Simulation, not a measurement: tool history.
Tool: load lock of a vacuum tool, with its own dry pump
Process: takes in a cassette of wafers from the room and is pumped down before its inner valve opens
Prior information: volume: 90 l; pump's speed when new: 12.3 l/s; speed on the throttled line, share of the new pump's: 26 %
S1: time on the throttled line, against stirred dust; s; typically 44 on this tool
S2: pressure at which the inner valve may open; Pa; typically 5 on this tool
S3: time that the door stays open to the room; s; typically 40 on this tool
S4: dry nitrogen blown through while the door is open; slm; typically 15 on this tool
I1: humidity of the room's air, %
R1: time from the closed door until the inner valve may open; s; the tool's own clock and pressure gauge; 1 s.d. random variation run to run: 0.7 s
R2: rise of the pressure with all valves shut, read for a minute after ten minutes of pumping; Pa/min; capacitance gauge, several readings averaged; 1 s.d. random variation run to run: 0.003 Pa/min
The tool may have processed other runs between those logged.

| run | hour | S1 | S2 | S3 | S4 | I1 | R1 | R2 |
|---|---|---|---|---|---|---|---|---|
| 1 | 0.0 | 44 | 5 | 40 | 15 | 46.7 | 104.9 | 0.021 |
| 2 | 57.5 | 44 | 5 | 40 | 15 | 45.6 | 105.2 | 0.017 |
| 3 | 115.2 | 44 | 5 | 40 | 15 | 43.8 | 106.4 | 0.011 |
| 4 | 182.0 | 44 | 5 | 176 | 15 | 42.6 | 106.2 | 0.028 |
| 5 | 251.3 | 44 | 5 | 176 | 15 | 45.8 | 106.3 | 0.027 |
| 6 | 312.1 | 44 | 5 | 176 | 15 | 46.6 | 105.4 | 0.032 |
| 7 | 368.4 | 44 | 5 | 176 | 11 | 48.2 | 105.4 | 0.030 |
| 8 | 449.8 | 44 | 5 | 176 | 11 | 44.2 | 106.2 | 0.036 |
| 9 | 525.1 | 47 | 5 | 176 | 11 | 41.9 | 108.6 | 0.026 |
| 10 | 595.2 | 47 | 5 | 176 | 11 | 44.1 | 106.7 | 0.031 |
| 11 | 690.6 | 44 | 5 | 40 | 15 | 45.3 | 106.3 | 0.013 |
| 12 | 775.8 | 44 | 5 | 40 | 15 | 42.2 | 105.7 | 0.017 |
| 13 | 862.7 | 27 | 5 | 40 | 15 | 46.6 | 93.2 | 0.014 |
| 14 | 914.8 | 27 | 9 | 40 | 15 | 47.3 | 89.1 | 0.017 |
| 15 | 987.2 | 27 | 9 | 40 | 15 | 43.8 | 88.1 | 0.014 |
| 16 | 1078.5 | 44 | 5 | 162 | 15 | 42.5 | 105.5 | 0.026 |

Run 17 comes next. What will it give?
| 17 | 1146.5 | 44 | 5 | 162 | 15 | 46.6 | ? | ? |

Run 17 came out at R1 103.6 s, R2 0.026 Pa/min.
If the tool had no hidden condition, the same run with the same run-to-run variation would have returned R1 103.6 s, R2 0.026 Pa/min.

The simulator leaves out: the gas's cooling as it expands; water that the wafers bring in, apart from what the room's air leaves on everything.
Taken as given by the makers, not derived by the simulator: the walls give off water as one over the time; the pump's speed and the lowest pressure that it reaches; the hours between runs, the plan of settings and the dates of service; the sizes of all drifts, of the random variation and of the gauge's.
